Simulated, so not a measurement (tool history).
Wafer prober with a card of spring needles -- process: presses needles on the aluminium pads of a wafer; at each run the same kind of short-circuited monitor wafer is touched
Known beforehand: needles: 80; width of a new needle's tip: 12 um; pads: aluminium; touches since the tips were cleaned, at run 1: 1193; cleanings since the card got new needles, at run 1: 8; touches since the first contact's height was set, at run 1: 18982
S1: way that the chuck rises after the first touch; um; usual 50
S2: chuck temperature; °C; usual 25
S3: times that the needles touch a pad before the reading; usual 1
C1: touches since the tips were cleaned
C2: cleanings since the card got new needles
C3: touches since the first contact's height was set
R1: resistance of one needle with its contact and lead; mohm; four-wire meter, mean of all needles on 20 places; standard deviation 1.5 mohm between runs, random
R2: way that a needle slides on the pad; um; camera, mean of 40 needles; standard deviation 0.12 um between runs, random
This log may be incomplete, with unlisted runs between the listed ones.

| run | day | S1 | S2 | S3 | C1 | C2 | C3 | R1 | R2 |
|---|---|---|---|---|---|---|---|---|---|
| 1 | 0.000 | 50 | 25 | 1 | 1193 | 8 | 18982 | 138 | 8.52 |
|  | 0.054 | tips cleaned on abrasive film |
|  | 0.162 | tips cleaned on abrasive film |
|  | 0.267 | tips cleaned on abrasive film |
|  | 0.400 | tips cleaned on abrasive film |
|  | 0.508 | tips cleaned on abrasive film |
|  | 0.638 | tips cleaned on abrasive film |
|  | 0.746 | tips cleaned on abrasive film |
|  | 0.875 | tips cleaned on abrasive film |
|  | 0.983 | tips cleaned on abrasive film |
|  | 1.117 | tips cleaned on abrasive film |
|  | 1.246 | tips cleaned on abrasive film |
|  | 1.354 | tips cleaned on abrasive film |
| 2 | 1.442 | 50 | 29 | 1 | 1632 | 20 | 44486 | 141 | 8.51 |
|  | 1.471 | tips cleaned on abrasive film |
|  | 1.604 | tips cleaned on abrasive film |
|  | 1.738 | tips cleaned on abrasive film |
|  | 1.867 | tips cleaned on abrasive film |
|  | 1.975 | tips cleaned on abrasive film |
|  | 2.104 | tips cleaned on abrasive film |
|  | 2.238 | tips cleaned on abrasive film |
|  | 2.371 | tips cleaned on abrasive film |
|  | 2.500 | tips cleaned on abrasive film |
|  | 2.633 | tips cleaned on abrasive film |
|  | 2.767 | tips cleaned on abrasive film |
|  | 2.896 | tips cleaned on abrasive film |
|  | 3.029 | tips cleaned on abrasive film |
|  | 3.158 | tips cleaned on abrasive film |
| 3 | 3.158 | 50 | 25 | 1 | 0 | 34 | 74881 | 135 | 8.47 |
|  | 3.292 | tips cleaned on abrasive film |
|  | 3.396 | tips cleaned on abrasive film |
|  | 3.504 | tips cleaned on abrasive film |
|  | 3.638 | tips cleaned on abrasive film |
|  | 3.767 | tips cleaned on abrasive film |
|  | 3.900 | tips cleaned on abrasive film |
|  | 4.033 | tips cleaned on abrasive film |
|  | 4.138 | tips cleaned on abrasive film |
|  | 4.271 | tips cleaned on abrasive film |
|  | 4.375 | tips cleaned on abrasive film |
|  | 4.508 | tips cleaned on abrasive film |
|  | 4.642 | tips cleaned on abrasive film |
|  | 4.771 | tips cleaned on abrasive film |
|  | 4.904 | tips cleaned on abrasive film |
|  | 5.038 | tips cleaned on abrasive film |
|  | 5.142 | tips cleaned on abrasive film |
|  | 5.275 | tips cleaned on abrasive film |
|  | 5.404 | tips cleaned on abrasive film |
|  | 5.538 | tips cleaned on abrasive film |
|  | 5.671 | tips cleaned on abrasive film |
|  | 5.800 | tips cleaned on abrasive film |
| 4 | 5.808 | 50 | 25 | 1 | 142 | 55 | 121833 | 140 | 8.23 |
|  | 5.917 | tips cleaned on abrasive film |
|  | 6.050 | tips cleaned on abrasive film |
|  | 6.179 | tips cleaned on abrasive film |
|  | 6.288 | tips cleaned on abrasive film |
|  | 6.392 | tips cleaned on abrasive film |
|  | 6.525 | tips cleaned on abrasive film |
|  | 6.658 | tips cleaned on abrasive film |
|  | 6.762 | tips cleaned on abrasive film |
|  | 6.896 | tips cleaned on abrasive film |
|  | 7.000 | tips cleaned on abrasive film |
|  | 7.133 | tips cleaned on abrasive film |
|  | 7.238 | tips cleaned on abrasive film |
|  | 7.371 | tips cleaned on abrasive film |
| 5 | 7.371 | 50 | 25 | 1 | 0 | 68 | 149419 | 137 | 8.35 |
|  | 7.475 | tips cleaned on abrasive film |
|  | 7.608 | tips cleaned on abrasive film |
|  | 7.742 | tips cleaned on abrasive film |
|  | 7.871 | tips cleaned on abrasive film |
|  | 7.979 | tips cleaned on abrasive film |
|  | 8.108 | tips cleaned on abrasive film |
|  | 8.242 | tips cleaned on abrasive film |
|  | 8.375 | tips cleaned on abrasive film |
|  | 8.504 | tips cleaned on abrasive film |
|  | 8.638 | tips cleaned on abrasive film |
|  | 8.746 | tips cleaned on abrasive film |
|  | 8.875 | tips cleaned on abrasive film |
|  | 8.983 | tips cleaned on abrasive film |
|  | 9.112 | tips cleaned on abrasive film |
|  | 9.246 | tips cleaned on abrasive film |
|  | 9.379 | tips cleaned on abrasive film |
| 6 | 9.421 | 50 | 25 | 1 | 756 | 84 | 185751 | 140 | 8.36 |
|  | 9.500 | tips cleaned on abrasive film |
|  | 9.608 | tips cleaned on abrasive film |
|  | 9.738 | tips cleaned on abrasive film |
|  | 9.871 | tips cleaned on abrasive film |
|  | 10.004 | tips cleaned on abrasive film |
|  | 10.133 | tips cleaned on abrasive film |
|  | 10.267 | tips cleaned on abrasive film |
|  | 10.371 | tips cleaned on abrasive film |
|  | 10.504 | tips cleaned on abrasive film |
|  | 10.612 | tips cleaned on abrasive film |
|  | 10.742 | tips cleaned on abrasive film |
|  | 10.875 | tips cleaned on abrasive film |
|  | 11.008 | tips cleaned on abrasive film |
| 7 | 11.100 | 50 | 25 | 1 | 1696 | 97 | 215532 | 135 | 8.70 |
|  | 11.129 | tips cleaned on abrasive film |
|  | 11.233 | tips cleaned on abrasive film |
|  | 11.325 | height of the first contact set anew |
|  | 11.379 | tips cleaned on abrasive film |
|  | 11.512 | tips cleaned on abrasive film |
|  | 11.617 | tips cleaned on abrasive film |
|  | 11.750 | tips cleaned on abrasive film |
|  | 11.883 | tips cleaned on abrasive film |
|  | 12.012 | tips cleaned on abrasive film |
|  | 12.146 | tips cleaned on abrasive film |
|  | 12.279 | tips cleaned on abrasive film |
|  | 12.383 | tips cleaned on abrasive film |
|  | 12.492 | tips cleaned on abrasive film |
|  | 12.621 | tips cleaned on abrasive film |
|  | 12.754 | tips cleaned on abrasive film |
|  | 12.858 | tips cleaned on abrasive film |
|  | 12.992 | tips cleaned on abrasive film |
|  | 13.100 | tips cleaned on abrasive film |
|  | 13.229 | tips cleaned on abrasive film |
|  | 13.362 | tips cleaned on abrasive film |
|  | 13.496 | tips cleaned on abrasive film |
|  | 13.604 | tips cleaned on abrasive film |
| 8 | 13.604 | 59 | 98 | 2 | 0 | 118 | 40335 | 147 | 10.34 |
|  | 13.712 | tips cleaned on abrasive film |
|  | 13.842 | tips cleaned on abrasive film |
|  | 13.975 | tips cleaned on abrasive film |
|  | 14.108 | tips cleaned on abrasive film |
|  | 14.238 | tips cleaned on abrasive film |
|  | 14.371 | tips cleaned on abrasive film |
|  | 14.504 | tips cleaned on abrasive film |
|  | 14.633 | tips cleaned on abrasive film |
|  | 14.767 | tips cleaned on abrasive film |
|  | 14.900 | tips cleaned on abrasive film |
|  | 15.029 | tips cleaned on abrasive film |
|  | 15.162 | tips cleaned on abrasive film |
|  | 15.296 | tips cleaned on abrasive film |
|  | 15.400 | tips cleaned on abrasive film |
|  | 15.508 | tips cleaned on abrasive film |
|  | 15.638 | tips cleaned on abrasive film |
|  | 15.746 | tips cleaned on abrasive film |
|  | 15.879 | tips cleaned on abrasive film |
| 9 | 15.971 | 31 | 90 | 1 | 1720 | 136 | 82313 | 167 | 5.52 |
|  | 16.000 | tips cleaned on abrasive film |
|  | 16.133 | tips cleaned on abrasive film |
|  | 16.238 | tips cleaned on abrasive film |
|  | 16.371 | tips cleaned on abrasive film |
|  | 16.504 | tips cleaned on abrasive film |
|  | 16.633 | tips cleaned on abrasive film |
|  | 16.767 | tips cleaned on abrasive film |
|  | 16.900 | tips cleaned on abrasive film |
|  | 17.029 | tips cleaned on abrasive film |
|  | 17.162 | tips cleaned on abrasive film |
|  | 17.271 | tips cleaned on abrasive film |
|  | 17.400 | tips cleaned on abrasive film |
|  | 17.533 | tips cleaned on abrasive film |
|  | 17.638 | tips cleaned on abrasive film |
|  | 17.746 | tips cleaned on abrasive film |
|  | 17.879 | tips cleaned on abrasive film |
| 10 | 17.962 | 31 | 90 | 1 | 1567 | 152 | 117584 | 167 | 5.10 |
|  | 17.992 | tips cleaned on abrasive film |
|  | 18.125 | tips cleaned on abrasive film |
|  | 18.229 | tips cleaned on abrasive film |
|  | 18.362 | tips cleaned on abrasive film |
|  | 18.496 | tips cleaned on abrasive film |
|  | 18.625 | tips cleaned on abrasive film |
|  | 18.733 | tips cleaned on abrasive film |
|  | 18.867 | tips cleaned on abrasive film |
|  | 18.971 | tips cleaned on abrasive film |
|  | 19.104 | tips cleaned on abrasive film |
|  | 19.238 | tips cleaned on abrasive film |
|  | 19.342 | tips cleaned on abrasive film |
|  | 19.475 | tips cleaned on abrasive film |
|  | 19.579 | tips cleaned on abrasive film |
|  | 19.712 | tips cleaned on abrasive film |
|  | 19.817 | tips cleaned on abrasive film |
|  | 19.950 | tips cleaned on abrasive film |
|  | 20.058 | tips cleaned on abrasive film |
|  | 20.188 | tips cleaned on abrasive film |
|  | 20.321 | tips cleaned on abrasive film |
| 11 | 20.388 | 31 | 90 | 1 | 1207 | 172 | 160453 | 168 | 5.08 |
|  | 20.442 | tips cleaned on abrasive film |
|  | 20.550 | tips cleaned on abrasive film |
|  | 20.679 | tips cleaned on abrasive film |
|  | 20.788 | tips cleaned on abrasive film |
|  | 20.917 | tips cleaned on abrasive film |
|  | 21.050 | tips cleaned on abrasive film |
|  | 21.158 | tips cleaned on abrasive film |
|  | 21.288 | tips cleaned on abrasive film |
|  | 21.421 | tips cleaned on abrasive film |
|  | 21.554 | tips cleaned on abrasive film |
|  | 21.683 | tips cleaned on abrasive film |
|  | 21.817 | tips cleaned on abrasive film |
|  | 22.317 | card fitted with new needles |
|  | 22.421 | tips cleaned on abrasive film |
|  | 22.550 | tips cleaned on abrasive film |
| 12 | 22.550 | 31 | 90 | 1 | 0 | 2 | 4127 | 160 | 5.24 |
|  | 22.683 | tips cleaned on abrasive film |
|  | 22.812 | tips cleaned on abrasive film |
|  | 22.946 | tips cleaned on abrasive film |
|  | 23.079 | tips cleaned on abrasive film |
|  | 23.208 | tips cleaned on abrasive film |
|  | 23.342 | tips cleaned on abrasive film |
|  | 23.446 | tips cleaned on abrasive film |
|  | 23.579 | tips cleaned on abrasive film |
|  | 23.712 | tips cleaned on abrasive film |
|  | 23.842 | tips cleaned on abrasive film |
|  | 23.975 | tips cleaned on abrasive film |
|  | 24.108 | tips cleaned on abrasive film |
|  | 24.212 | tips cleaned on abrasive film |
|  | 24.346 | tips cleaned on abrasive film |
|  | 24.450 | tips cleaned on abrasive film |
|  | 24.583 | tips cleaned on abrasive film |
|  | 24.692 | tips cleaned on abrasive film |
|  | 24.796 | tips cleaned on abrasive film |
|  | 24.929 | tips cleaned on abrasive film |
| 13 | 24.975 | 31 | 90 | 1 | 836 | 21 | 47092 | 163 | 5.38 |

Here are 3 independent what-if runs from the current tool condition. What would each one return?
|  | 25.054 | tips cleaned on abrasive film |
|  | 25.188 | tips cleaned on abrasive film |
|  | 25.292 | tips cleaned on abrasive film |
|  | 25.425 | tips cleaned on abrasive film |
|  | 25.533 | tips cleaned on abrasive film |
|  | 25.662 | tips cleaned on abrasive film |
|  | 25.771 | tips cleaned on abrasive film |
|  | 25.900 | tips cleaned on abrasive film |
|  | 26.033 | tips cleaned on abrasive film |
|  | 26.167 | tips cleaned on abrasive film |
|  | 26.296 | tips cleaned on abrasive film |
|  | 26.429 | tips cleaned on abrasive film |
|  | 26.538 | tips cleaned on abrasive film |
|  | 26.667 | tips cleaned on abrasive film |
|  | 26.775 | tips cleaned on abrasive film |
|  | 26.904 | tips cleaned on abrasive film |
|  | 27.038 | tips cleaned on abrasive film |
|  | 27.171 | tips cleaned on abrasive film |
|  | 27.275 | tips cleaned on abrasive film |
|  | 27.408 | tips cleaned on abrasive film |
| A | 27.483 | 61 | 25 | 1 | 1380 | 41 | 91538 | ? | ? |
|  | 25.054 | tips cleaned on abrasive film |
|  | 25.188 | tips cleaned on abrasive film |
|  | 25.292 | tips cleaned on abrasive film |
|  | 25.425 | tips cleaned on abrasive film |
|  | 25.533 | tips cleaned on abrasive film |
|  | 25.662 | tips cleaned on abrasive film |
|  | 25.771 | tips cleaned on abrasive film |
|  | 25.900 | tips cleaned on abrasive film |
|  | 26.033 | tips cleaned on abrasive film |
|  | 26.167 | tips cleaned on abrasive film |
|  | 26.296 | tips cleaned on abrasive film |
|  | 26.429 | tips cleaned on abrasive film |
|  | 26.538 | tips cleaned on abrasive film |
|  | 26.667 | tips cleaned on abrasive film |
|  | 26.775 | tips cleaned on abrasive film |
|  | 26.904 | tips cleaned on abrasive film |
|  | 27.038 | tips cleaned on abrasive film |
|  | 27.171 | tips cleaned on abrasive film |
|  | 27.275 | tips cleaned on abrasive film |
|  | 27.408 | tips cleaned on abrasive film |
| B | 27.483 | 31 | 90 | 1 | 1380 | 41 | 91538 | ? | ? |
|  | 25.054 | tips cleaned on abrasive film |
|  | 25.188 | tips cleaned on abrasive film |
|  | 25.292 | tips cleaned on abrasive film |
|  | 25.425 | tips cleaned on abrasive film |
|  | 25.533 | tips cleaned on abrasive film |
|  | 25.662 | tips cleaned on abrasive film |
|  | 25.771 | tips cleaned on abrasive film |
|  | 25.900 | tips cleaned on abrasive film |
|  | 26.033 | tips cleaned on abrasive film |
|  | 26.167 | tips cleaned on abrasive film |
|  | 26.296 | tips cleaned on abrasive film |
|  | 26.429 | tips cleaned on abrasive film |
|  | 26.538 | tips cleaned on abrasive film |
|  | 26.667 | tips cleaned on abrasive film |
|  | 26.775 | tips cleaned on abrasive film |
|  | 26.904 | tips cleaned on abrasive film |
|  | 27.038 | tips cleaned on abrasive film |
|  | 27.171 | tips cleaned on abrasive film |
|  | 27.275 | tips cleaned on abrasive film |
|  | 27.408 | tips cleaned on abrasive film |
| C | 27.483 | 31 | 54 | 1 | 1380 | 41 | 91538 | ? | ? |

| run | R1 | R2 |
|---|---|---|
| A | 137 | 10.46 |
| B | 166 | 5.58 |
| C | 153 | 5.24 |
Without the tool's unlogged condition, the same runs would have read:
| run | R1 | R2 |
|---|---|---|
| A | 137 | 10.47 |
| B | 165 | 5.58 |
| C | 153 | 5.25 |
